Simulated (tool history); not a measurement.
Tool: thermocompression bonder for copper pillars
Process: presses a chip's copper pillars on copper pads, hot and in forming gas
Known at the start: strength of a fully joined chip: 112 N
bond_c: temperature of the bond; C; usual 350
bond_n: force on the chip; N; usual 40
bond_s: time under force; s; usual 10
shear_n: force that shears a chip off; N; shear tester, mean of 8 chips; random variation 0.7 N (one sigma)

run,hour,bond_c,bond_n,bond_s,shear_n
1,0.0,350,40,10,48.8
2,12.1,350,40,10,48.6
3,25.2,350,40,10,49.0
4,37.0,350,40,8,44.9
5,44.0,375,40,10,62.3
6,58.2,375,40,10,60.4
7,72.7,344,40,10,46.1
8,86.0,344,40,10,45.3
9,93.1,378,58,5,67.0
10,109.1,353,58,11,72.1
11,118.5,355,30,10,37.3
12,131.2,356,42,12,56.9
13,139.4,350,42,7,44.0
14,150.8,352,33,8,36.3
15,165.2,359,46,9,59.1

Forecast each of these 5 alternatives for the next run:
A,173.0,328,40,10,?
B,173.0,350,29,10,?
C,173.0,333,34,17,?
D,173.0,364,52,11,?
E,173.0,359,26,9,?

run,shear_n
A,37.9
B,35.2
C,42.2
D,73.0
E,31.4
Without the tool's hidden state the same runs would have given:
run,shear_n
A,38.1
B,35.4
C,42.4
D,73.2
E,31.5
